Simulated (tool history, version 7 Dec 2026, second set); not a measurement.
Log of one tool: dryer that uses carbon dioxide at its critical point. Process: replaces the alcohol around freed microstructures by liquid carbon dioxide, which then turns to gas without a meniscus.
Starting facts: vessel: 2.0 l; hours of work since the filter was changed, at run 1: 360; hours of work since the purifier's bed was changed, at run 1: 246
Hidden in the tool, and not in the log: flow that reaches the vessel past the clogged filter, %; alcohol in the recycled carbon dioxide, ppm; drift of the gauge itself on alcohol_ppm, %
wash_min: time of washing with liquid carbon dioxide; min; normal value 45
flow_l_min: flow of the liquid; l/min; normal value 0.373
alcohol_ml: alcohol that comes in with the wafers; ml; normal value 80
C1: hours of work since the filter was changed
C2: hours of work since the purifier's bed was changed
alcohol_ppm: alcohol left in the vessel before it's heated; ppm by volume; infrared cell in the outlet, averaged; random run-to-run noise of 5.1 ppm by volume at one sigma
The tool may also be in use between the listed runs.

Run 1, hour 0: usual settings; C1 360; C2 246. Result: alcohol_ppm 162 ppm by volume.
Run 2, hour 10.6: usual settings; C1 367; C2 252. Result: alcohol_ppm 172 ppm by volume.
Run 3, hour 21.8: usual settings; C1 373; C2 259. Result: alcohol_ppm 170 ppm by volume.
Run 4, hour 30.1: usual settings; C1 378; C2 264. Result: alcohol_ppm 159 ppm by volume.
Run 5, hour 36.2: usual settings but alcohol_ml 71 ml; C1 382; C2 268. Result: alcohol_ppm 160 ppm by volume.
Run 6, hour 47: usual settings but alcohol_ml 71 ml; C1 389; C2 274. Result: alcohol_ppm 167 ppm by volume.
Run 7, hour 51.9: usual settings but alcohol_ml 71 ml; C1 392; C2 277. Result: alcohol_ppm 156 ppm by volume.
Run 8, hour 62: usual settings but alcohol_ml 71 ml; C1 398; C2 283. Result: alcohol_ppm 166 ppm by volume.
Run 9, hour 72.7: usual settings but alcohol_ml 71 ml; C1 404; C2 289. Result: alcohol_ppm 163 ppm by volume.
Run 10, hour 83.2: usual settings; C1 410; C2 296. Result: alcohol_ppm 186 ppm by volume.
Run 11, hour 94.1: usual settings but alcohol_ml 57 ml; C1 417; C2 302. Result: alcohol_ppm 151 ppm by volume.
Run 12, hour 98.9: usual settings but alcohol_ml 57 ml; C1 420; C2 305. Result: alcohol_ppm 163 ppm by volume.
Run 13, hour 109: usual settings but alcohol_ml 57 ml; C1 426; C2 311. Result: alcohol_ppm 153 ppm by volume.
Run 14, hour 120.2: usual settings but alcohol_ml 57 ml; C1 433; C2 318. Result: alcohol_ppm 165 ppm by volume.
Run 15, hour 125.3: usual settings but wash_min 71 min, alcohol_ml 57 ml; C1 436; C2 321. Result: alcohol_ppm 72 ppm by volume.
Run 16, hour 136.7: usual settings but wash_min 71 min, alcohol_ml 57 ml; C1 442; C2 328. Result: alcohol_ppm 81 ppm by volume.
Run 17, hour 144.2: usual settings but wash_min 71 min, alcohol_ml 57 ml; C1 447; C2 332. Result: alcohol_ppm 69 ppm by volume.
Run 18, hour 149.4: usual settings but wash_min 59 min; C1 450; C2 336. Result: alcohol_ppm 106 ppm by volume.
Run 19, hour 159.3: usual settings but wash_min 59 min; C1 456; C2 341. Result: alcohol_ppm 99 ppm by volume.
Run 20, hour 166.8: usual settings but flow_l_min 0.492 l/min; C1 461; C2 346. Result: alcohol_ppm 94 ppm by volume.
Run 21, hour 174.8: usual settings but flow_l_min 0.492 l/min; C1 465; C2 351. Result: alcohol_ppm 95 ppm by volume.
Run 22, hour 180.7: usual settings but alcohol_ml 25 ml; C1 469; C2 354. Result: alcohol_ppm 121 ppm by volume.
At hour 185.9: inlet filter changed.
Run 23, hour 189.6: usual settings but wash_min 49 min, flow_l_min 0.328 l/min, alcohol_ml 34 ml; C1 2; C2 359. Result: alcohol_ppm 101 ppm by volume.
Run 24, hour 199.7: usual settings but wash_min 68 min, flow_l_min 0.292 l/min, alcohol_ml 21 ml; C1 8; C2 365. Result: alcohol_ppm 86 ppm by volume.
Run 25, hour 205.1: usual settings but wash_min 68 min, flow_l_min 0.292 l/min, alcohol_ml 21 ml; C1 11; C2 368. Result: alcohol_ppm 82 ppm by volume.
Run 26, hour 212.8: usual settings but wash_min 68 min, flow_l_min 0.447 l/min, alcohol_ml 21 ml; C1 16; C2 373. Result: alcohol_ppm 86 ppm by volume.
Run 27, hour 220.9: usual settings but wash_min 68 min, flow_l_min 0.447 l/min, alcohol_ml 21 ml; C1 21; C2 378. Result: alcohol_ppm 85 ppm by volume.
Run 28, hour 227.8: usual settings but wash_min 27 min, flow_l_min 0.307 l/min, alcohol_ml 61 ml; C1 25; C2 382. Result: alcohol_ppm 1188 ppm by volume.
Run 29, hour 237.2: usual settings but wash_min 27 min, flow_l_min 0.307 l/min, alcohol_ml 61 ml; C1 31; C2 388. Result: alcohol_ppm 1209 ppm by volume.
Run 30, hour 246.7: usual settings but wash_min 47 min, flow_l_min 0.429 l/min, alcohol_ml 76 ml; C1 37; C2 393. Result: alcohol_ppm 102 ppm by volume.
Run 31, hour 252.2: usual settings but wash_min 30 min, flow_l_min 0.556 l/min, alcohol_ml 70 ml; C1 40; C2 397. Result: alcohol_ppm 133 ppm by volume.
Run 32, hour 260.8: usual settings but wash_min 30 min, flow_l_min 0.556 l/min, alcohol_ml 70 ml; C1 45; C2 402. Result: alcohol_ppm 133 ppm by volume.
Run 33, hour 265.9: usual settings but flow_l_min 0.39 l/min, alcohol_ml 53 ml; C1 48; C2 405. Result: alcohol_ppm 111 ppm by volume.
Run 34, hour 272.4: usual settings but flow_l_min 0.443 l/min, alcohol_ml 24 ml; C1 52; C2 409. Result: alcohol_ppm 97 ppm by volume.
Run 35, hour 283.3: usual settings but flow_l_min 0.443 l/min, alcohol_ml 24 ml; C1 58; C2 415. Result: alcohol_ppm 93 ppm by volume.
Run 36, hour 288.3: usual settings but wash_min 69 min, flow_l_min 0.379 l/min; C1 62; C2 418. Result: alcohol_ppm 84 ppm by volume.
Run 37, hour 296.2: usual settings but wash_min 50 min, flow_l_min 0.454 l/min, alcohol_ml 102 ml; C1 66; C2 423. Result: alcohol_ppm 98 ppm by volume.
Run 38, hour 307.6: usual settings but wash_min 28 min, flow_l_min 0.454 l/min, alcohol_ml 38 ml; C1 73; C2 430. Result: alcohol_ppm 213 ppm by volume.
Run 39, hour 316.5: usual settings but wash_min 34 min, flow_l_min 0.474 l/min, alcohol_ml 59 ml; C1 78; C2 435. Result: alcohol_ppm 147 ppm by volume.
Run 40, hour 322.1: usual settings but flow_l_min 0.332 l/min, alcohol_ml 47 ml; C1 82; C2 439. Result: alcohol_ppm 171 ppm by volume.
Run 41, hour 327.3: usual settings but flow_l_min 0.332 l/min, alcohol_ml 45 ml; C1 85; C2 442. Result: alcohol_ppm 153 ppm by volume.
Run 42, hour 335.9: usual settings but flow_l_min 0.486 l/min; C1 90; C2 447. Result: alcohol_ppm 104 ppm by volume.
Run 43, hour 347.3: usual settings but flow_l_min 0.255 l/min, alcohol_ml 69 ml; C1 97; C2 454. Result: alcohol_ppm 478 ppm by volume.

Below are 4 alternative next runs, each starting from the tool's condition after run 43. Predict each:
Run A, hour 358.3: usual settings but flow_l_min 0.255 l/min, alcohol_ml 46 ml; C1 104; C2 460. Result: alcohol_ppm ?.
Run B, hour 358.3: usual settings but wash_min 38 min, flow_l_min 0.255 l/min, alcohol_ml 69 ml; C1 104; C2 460. Result: alcohol_ppm ?.
Run C, hour 358.3: usual settings but flow_l_min 0.539 l/min, alcohol_ml 101 ml; C1 104; C2 460. Result: alcohol_ppm ?.
Run D, hour 358.3: usual settings but flow_l_min 0.487 l/min, alcohol_ml 38 ml; C1 104; C2 460. Result: alcohol_ppm ?.

run  alcohol_ppm
  A          374
  B          912
  C          103
  D           95
Stripped of hidden state, with their random variation kept, the same runs would have yielded:
run  alcohol_ppm
  A          232
  B          701
  C           10
  D            0
